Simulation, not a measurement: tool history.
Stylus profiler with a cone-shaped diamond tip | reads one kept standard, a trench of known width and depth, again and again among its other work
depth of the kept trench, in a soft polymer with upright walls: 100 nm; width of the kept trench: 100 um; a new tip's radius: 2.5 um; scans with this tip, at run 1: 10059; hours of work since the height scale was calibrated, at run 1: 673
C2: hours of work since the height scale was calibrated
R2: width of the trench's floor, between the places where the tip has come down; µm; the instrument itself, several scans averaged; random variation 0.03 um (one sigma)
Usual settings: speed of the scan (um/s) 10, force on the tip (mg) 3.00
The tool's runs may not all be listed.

{"run": 1, "hour": 0.0, "speed of the scan (um/s)": 10, "force on the tip (mg)": 3.0, "scans with this tip": 10059, "C2": 673, "depth of the trench (nm)": 100.85, "R2": 98.57}
{"run": 2, "hour": 114.0, "speed of the scan (um/s)": 10, "force on the tip (mg)": 3.0, "scans with this tip": 11348, "C2": 759, "depth of the trench (nm)": 100.92, "R2": 98.57}
{"run": 3, "hour": 210.3, "speed of the scan (um/s)": 10, "force on the tip (mg)": 1.65, "scans with this tip": 12436, "C2": 832, "depth of the trench (nm)": 100.59, "R2": 98.55}
{"hour": 268.8, "done": "new tip fitted, height scale calibrated"}
{"run": 4, "hour": 292.7, "speed of the scan (um/s)": 10, "force on the tip (mg)": 1.65, "scans with this tip": 270, "C2": 18, "depth of the trench (nm)": 100.56, "R2": 98.61}
{"run": 5, "hour": 393.9, "speed of the scan (um/s)": 10, "force on the tip (mg)": 3.98, "scans with this tip": 1414, "C2": 95, "depth of the trench (nm)": 101.02, "R2": 98.56}
{"run": 6, "hour": 476.0, "speed of the scan (um/s)": 10, "force on the tip (mg)": 3.0, "scans with this tip": 2342, "C2": 157, "depth of the trench (nm)": 100.81, "R2": 98.57}
{"run": 7, "hour": 539.7, "speed of the scan (um/s)": 31, "force on the tip (mg)": 3.0, "scans with this tip": 3061, "C2": 205, "depth of the trench (nm)": 100.85, "R2": 98.48}
{"run": 8, "hour": 611.8, "speed of the scan (um/s)": 31, "force on the tip (mg)": 3.0, "scans with this tip": 3876, "C2": 259, "depth of the trench (nm)": 100.88, "R2": 98.52}
{"run": 9, "hour": 664.0, "speed of the scan (um/s)": 31, "force on the tip (mg)": 3.0, "scans with this tip": 4467, "C2": 299, "depth of the trench (nm)": 100.85, "R2": 98.45}
{"run": 10, "hour": 769.5, "speed of the scan (um/s)": 10, "force on the tip (mg)": 3.0, "scans with this tip": 5658, "C2": 378, "depth of the trench (nm)": 100.84, "R2": 98.55}
{"run": 11, "hour": 882.1, "speed of the scan (um/s)": 10, "force on the tip (mg)": 3.0, "scans with this tip": 6931, "C2": 463, "depth of the trench (nm)": 100.88, "R2": 98.61}
{"run": 12, "hour": 995.6, "speed of the scan (um/s)": 10, "force on the tip (mg)": 3.0, "scans with this tip": 8214, "C2": 549, "depth of the trench (nm)": 100.79, "R2": 98.6}
{"run": 13, "hour": 1078.2, "speed of the scan (um/s)": 10, "force on the tip (mg)": 3.0, "scans with this tip": 9147, "C2": 612, "depth of the trench (nm)": 100.84, "R2": 98.59}
{"run": 14, "hour": 1153.3, "speed of the scan (um/s)": 10, "force on the tip (mg)": 1.46, "scans with this tip": 9997, "C2": 668, "depth of the trench (nm)": 100.51, "R2": 98.58}
{"run": 15, "hour": 1221.4, "speed of the scan (um/s)": 10, "force on the tip (mg)": 3.0, "scans with this tip": 10766, "C2": 720, "depth of the trench (nm)": 100.85, "R2": 98.55}
{"run": 16, "hour": 1311.5, "speed of the scan (um/s)": 10, "force on the tip (mg)": 3.0, "scans with this tip": 11784, "C2": 788, "depth of the trench (nm)": 100.81, "R2": 98.56}
{"run": 17, "hour": 1418.5, "speed of the scan (um/s)": 10, "force on the tip (mg)": 3.0, "scans with this tip": 12994, "C2": 869, "depth of the trench (nm)": 100.84, "R2": 98.61}
{"hour": 1429.5, "done": "new tip fitted, height scale calibrated"}
{"run": 18, "hour": 1490.2, "speed of the scan (um/s)": 10, "force on the tip (mg)": 3.0, "scans with this tip": 686, "C2": 46, "depth of the trench (nm)": 100.88, "R2": 98.56}
{"run": 19, "hour": 1606.4, "speed of the scan (um/s)": 10, "force on the tip (mg)": 3.0, "scans with this tip": 2000, "C2": 134, "depth of the trench (nm)": 100.78, "R2": 98.57}
{"run": 20, "hour": 1666.1, "speed of the scan (um/s)": 12, "force on the tip (mg)": 5.98, "scans with this tip": 2674, "C2": 179, "depth of the trench (nm)": 101.32, "R2": 98.57}
{"run": 21, "hour": 1726.0, "speed of the scan (um/s)": 24, "force on the tip (mg)": 5.53, "scans with this tip": 3352, "C2": 224, "depth of the trench (nm)": 101.29, "R2": 98.54}
{"run": 22, "hour": 1838.9, "speed of the scan (um/s)": 15, "force on the tip (mg)": 2.84, "scans with this tip": 4627, "C2": 309, "depth of the trench (nm)": 100.84, "R2": 98.57}
{"run": 23, "hour": 1916.8, "speed of the scan (um/s)": 30, "force on the tip (mg)": 4.78, "scans with this tip": 5508, "C2": 368, "depth of the trench (nm)": 101.18, "R2": 98.57}
{"run": 24, "hour": 2024.2, "speed of the scan (um/s)": 4, "force on the tip (mg)": 4.33, "scans with this tip": 6721, "C2": 449, "depth of the trench (nm)": 101.05, "R2": 98.57}
{"run": 25, "hour": 2087.9, "speed of the scan (um/s)": 9, "force on the tip (mg)": 3.69, "scans with this tip": 7441, "C2": 498, "depth of the trench (nm)": 100.99, "R2": 98.56}
{"run": 26, "hour": 2167.1, "speed of the scan (um/s)": 9, "force on the tip (mg)": 3.69, "scans with this tip": 8336, "C2": 557, "depth of the trench (nm)": 100.99, "R2": 98.55}
{"run": 27, "hour": 2258.6, "speed of the scan (um/s)": 9, "force on the tip (mg)": 3.69, "scans with this tip": 9370, "C2": 627, "depth of the trench (nm)": 100.98, "R2": 98.56}
{"run": 28, "hour": 2351.0, "speed of the scan (um/s)": 9, "force on the tip (mg)": 3.69, "scans with this tip": 10414, "C2": 696, "depth of the trench (nm)": 100.98, "R2": 98.53}
{"run": 29, "hour": 2402.2, "speed of the scan (um/s)": 9, "force on the tip (mg)": 3.69, "scans with this tip": 10993, "C2": 735, "depth of the trench (nm)": 100.99, "R2": 98.58}
{"run": 30, "hour": 2520.8, "speed of the scan (um/s)": 9, "force on the tip (mg)": 3.69, "scans with this tip": 12333, "C2": 825, "depth of the trench (nm)": 101.02, "R2": 98.55}
{"hour": 2590.0, "done": "new tip fitted, height scale calibrated"}
{"run": 31, "hour": 2597.7, "speed of the scan (um/s)": 2, "force on the tip (mg)": 3.52, "scans with this tip": 86, "C2": 6, "depth of the trench (nm)": 100.95, "R2": 98.61}
{"run": 32, "hour": 2697.6, "speed of the scan (um/s)": 2, "force on the tip (mg)": 3.52, "scans with this tip": 1216, "C2": 81, "depth of the trench (nm)": 100.92, "R2": 98.6}
{"run": 33, "hour": 2774.4, "speed of the scan (um/s)": 2, "force on the tip (mg)": 3.58, "scans with this tip": 2084, "C2": 139, "depth of the trench (nm)": 100.92, "R2": 98.58}
{"run": 34, "hour": 2870.1, "speed of the scan (um/s)": 31, "force on the tip (mg)": 3.45, "scans with this tip": 3165, "C2": 212, "depth of the trench (nm)": 100.94, "R2": 98.53}
{"run": 35, "hour": 2951.1, "speed of the scan (um/s)": 31, "force on the tip (mg)": 3.45, "scans with this tip": 4080, "C2": 273, "depth of the trench (nm)": 100.92, "R2": 98.54}
{"run": 36, "hour": 3054.3, "speed of the scan (um/s)": 7, "force on the tip (mg)": 1.1, "scans with this tip": 5247, "C2": 351, "depth of the trench (nm)": 100.38, "R2": 98.53}
{"run": 37, "hour": 3167.8, "speed of the scan (um/s)": 30, "force on the tip (mg)": 3.0, "scans with this tip": 6530, "C2": 437, "depth of the trench (nm)": 100.86, "R2": 98.53}
{"run": 38, "hour": 3265.0, "speed of the scan (um/s)": 30, "force on the tip (mg)": 3.0, "scans with this tip": 7628, "C2": 510, "depth of the trench (nm)": 100.87, "R2": 98.53}

5 ways to go on from here, each from the tool as it stands after run 38. What would each give?
{"run": "A", "hour": 3339.8, "speed of the scan (um/s)": 30, "force on the tip (mg)": 2.53, "scans with this tip": 8473, "C2": 567, "depth of the trench (nm)": "?", "R2": "?"}
{"run": "B", "hour": 3339.8, "speed of the scan (um/s)": 20, "force on the tip (mg)": 1.21, "scans with this tip": 8473, "C2": 567, "depth of the trench (nm)": "?", "R2": "?"}
{"run": "C", "hour": 3339.8, "speed of the scan (um/s)": 10, "force on the tip (mg)": 6.87, "scans with this tip": 8473, "C2": 567, "depth of the trench (nm)": "?", "R2": "?"}
{"run": "D", "hour": 3339.8, "speed of the scan (um/s)": 20, "force on the tip (mg)": 1.82, "scans with this tip": 8473, "C2": 567, "depth of the trench (nm)": "?", "R2": "?"}
{"run": "E", "hour": 3339.8, "speed of the scan (um/s)": 10, "force on the tip (mg)": 5.28, "scans with this tip": 8473, "C2": 567, "depth of the trench (nm)": "?", "R2": "?"}

run=A depth_of_the_trench_(nm)=100.75 R2=98.52
run=B depth_of_the_trench_(nm)=100.45 R2=98.50
run=C depth_of_the_trench_(nm)=101.45 R2=98.62
run=D depth_of_the_trench_(nm)=100.59 R2=98.52
run=E depth_of_the_trench_(nm)=101.24 R2=98.53
Without the tool's hidden state the same runs would have given:
run=A depth_of_the_trench_(nm)=100.75 R2=98.53
run=B depth_of_the_trench_(nm)=100.45 R2=98.50
run=C depth_of_the_trench_(nm)=101.46 R2=98.63
run=D depth_of_the_trench_(nm)=100.59 R2=98.53
run=E depth_of_the_trench_(nm)=101.24 R2=98.54
